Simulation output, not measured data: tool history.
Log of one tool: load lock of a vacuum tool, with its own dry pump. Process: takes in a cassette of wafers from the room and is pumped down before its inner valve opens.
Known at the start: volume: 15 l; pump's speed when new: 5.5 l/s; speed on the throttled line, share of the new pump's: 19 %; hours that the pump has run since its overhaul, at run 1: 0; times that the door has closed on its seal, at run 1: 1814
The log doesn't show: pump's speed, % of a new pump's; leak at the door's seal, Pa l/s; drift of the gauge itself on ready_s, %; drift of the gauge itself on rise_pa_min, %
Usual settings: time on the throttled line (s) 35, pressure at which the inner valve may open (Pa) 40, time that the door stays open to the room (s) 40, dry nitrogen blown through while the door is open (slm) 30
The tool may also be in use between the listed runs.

run	hour	time on the throttled line (s)	pressure at which the inner valve may open (Pa)	time that the door stays open to the room (s)	dry nitrogen blown through while the door is open (slm)	hours that the pump has run since its overhaul	times that the door has closed on its seal	incoming humidity of the room's air, %	time from the closed door until the inner valve may open (s)	rise of the pressure with all valves shut (Pa/min)
1	0.0	35	40	40	30	0	1814	42.1	49.7	0.060
2	431.9	35	40	40	30	432	3376	45.4	49.5	0.068
3	923.2	35	40	40	30	923	5152	43.4	49.3	0.065
4	1422.4	35	40	40	30	1422	6957	45.2	50.9	0.069
5	1856.1	35	40	40	30	1856	8525	43.7	51.0	0.069
6	2339.8	35	40	40	30	2340	10274	44.9	51.1	0.071
7	2647.7	35	40	40	30	2648	11387	44.6	50.8	0.079
8	3134.1	35	40	40	30	3134	13145	45.8	50.6	0.082
9	3445.7	35	40	40	30	3446	14272	45.4	52.0	0.080
10	3787.1	35	40	40	30	3787	15506	42.1	52.0	0.082
11	4138.0	35	40	206	30	4138	16774	47.0	51.2	0.143
12	4607.1	35	40	206	30	4607	18470	50.6	51.8	0.156
13	5059.2	35	58	33	30	5059	20105	44.5	50.4	0.097
14	5377.6	19	58	40	30	5378	21256	46.0	37.7	0.097
15	5955.8	19	58	40	30	5956	23347	44.4	38.9	0.106
16	6470.7	19	58	40	30	6471	25208	43.2	39.6	0.107
17	6778.7	19	58	40	30	6779	26322	42.0	38.4	0.109
18	7035.8	45	58	40	30	7036	27251	45.7	59.7	0.115
19	7439.4	45	58	40	30	7439	28710	45.8	59.2	0.119
20	7701.6	46	29	40	29	7702	29658	47.3	63.0	0.118
21	8098.4	46	29	36	29	8098	31092	44.0	63.2	0.131
22	8403.1	47	77	178	29	8403	32194	45.5	60.8	0.180
23	8885.9	47	77	178	29	8886	33940	42.3	60.9	0.176
# hour 9175.0: dry pump taken out, an overhauled one fitted
24	9175.0	23	69	201	5	0	34963	45.3	38.6	0.249

Forecast each of these 4 alternatives for the next run:
A	9515.6	23	69	201	40	341	36194	46.8	?	?
B	9515.6	28	39	66	30	341	36194	43.8	?	?
C	9515.6	28	28	85	5	341	36194	42.2	?	?
D	9515.6	23	69	201	4	341	36194	45.1	?	?

run	time from the closed door until the inner valve may open (s)	rise of the pressure with all valves shut (Pa/min)
A	38.5	0.175
B	43.9	0.151
C	45.0	0.199
D	38.8	0.260
Without the tool's hidden state the same runs would have given:
run	time from the closed door until the inner valve may open (s)	rise of the pressure with all valves shut (Pa/min)
A	38.3	0.092
B	43.7	0.066
C	44.8	0.113
D	38.6	0.175
